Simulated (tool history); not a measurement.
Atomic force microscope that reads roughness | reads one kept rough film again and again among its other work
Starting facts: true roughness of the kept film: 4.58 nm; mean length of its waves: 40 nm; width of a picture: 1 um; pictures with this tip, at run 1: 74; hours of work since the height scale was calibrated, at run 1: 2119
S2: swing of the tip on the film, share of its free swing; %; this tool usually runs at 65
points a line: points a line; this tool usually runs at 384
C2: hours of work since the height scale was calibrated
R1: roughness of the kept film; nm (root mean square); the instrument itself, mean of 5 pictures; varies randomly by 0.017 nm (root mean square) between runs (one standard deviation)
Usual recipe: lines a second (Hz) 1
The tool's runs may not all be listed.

Run 1, hour 0: usual settings; pictures with this tip 74; C2 2119. Result: R1 3.951 nm (root mean square).
Run 2, hour 53.7: usual settings; pictures with this tip 160; C2 2155. Result: R1 3.775 nm (root mean square).
At hour 61.6: new tip fitted.
Run 3, hour 125.4: usual settings; pictures with this tip 102; C2 2202. Result: R1 3.929 nm (root mean square).
At hour 166.2: new tip fitted.
Run 4, hour 205.2: usual settings; pictures with this tip 62; C2 2255. Result: R1 3.973 nm (root mean square).
Run 5, hour 238.6: usual settings but S2 80 %; pictures with this tip 116; C2 2277. Result: R1 3.681 nm (root mean square).
At hour 268.2: new tip fitted.
Run 6, hour 295.3: usual settings but lines a second (Hz) 1.83; pictures with this tip 43; C2 2315. Result: R1 3.898 nm (root mean square).
Run 7, hour 361: usual settings but lines a second (Hz) 1.83; pictures with this tip 148; C2 2359. Result: R1 3.682 nm (root mean square).
At hour 372.2: new tip fitted.
Run 8, hour 429.3: usual settings but lines a second (Hz) 1.83; pictures with this tip 91; C2 2404. Result: R1 3.762 nm (root mean square).
At hour 434.4: height scale calibrated on a step standard.
At hour 479.7: new tip fitted.
Run 9, hour 507: usual settings but lines a second (Hz) 1.83; pictures with this tip 43; C2 48. Result: R1 3.825 nm (root mean square).
At hour 582.2: new tip fitted.
Run 10, hour 582.2: usual settings but lines a second (Hz) 0.81, S2 55 %, points a line 314; pictures with this tip 0; C2 98. Result: R1 4.137 nm (root mean square).
Run 11, hour 652.8: usual settings but lines a second (Hz) 0.75, S2 83 %, points a line 482; pictures with this tip 112; C2 145. Result: R1 3.726 nm (root mean square).
At hour 685.9: new tip fitted.
Run 12, hour 687.3: usual settings but lines a second (Hz) 1.16, S2 66 %, points a line 435; pictures with this tip 2; C2 168. Result: R1 4.007 nm (root mean square).
At hour 719.5: height scale calibrated on a step standard, once more.
Run 13, hour 753: usual settings but lines a second (Hz) 1.16, S2 66 %, points a line 435; pictures with this tip 105; C2 22. Result: R1 3.877 nm (root mean square).
At hour 790.9: new tip fitted.
Run 14, hour 816.5: usual settings but lines a second (Hz) 1.78; pictures with this tip 41; C2 64. Result: R1 3.889 nm (root mean square).
Run 15, hour 853.6: usual settings but lines a second (Hz) 1.72; pictures with this tip 100; C2 89. Result: R1 3.798 nm (root mean square).

Some steps in R1, run to run, broken into two amounts with sign: the step expected even without the hidden condition (settings, incoming material, random variation), and the rest, left for the hidden condition together with whatever gauge scatter is not in both the measured and the hidden-condition-free result:
Hidden state present: radius of the tip, nm; height scale over the true one, %; drift of the gauge itself on roughness_nm, %.
Run 10 -> 11: lines a second (Hz) 0.81 -> 0.75, S2 55 -> 83, points a line 314 -> 482. R1 -0.411 nm (root mean square): hidden state -0.166, all else -0.245.
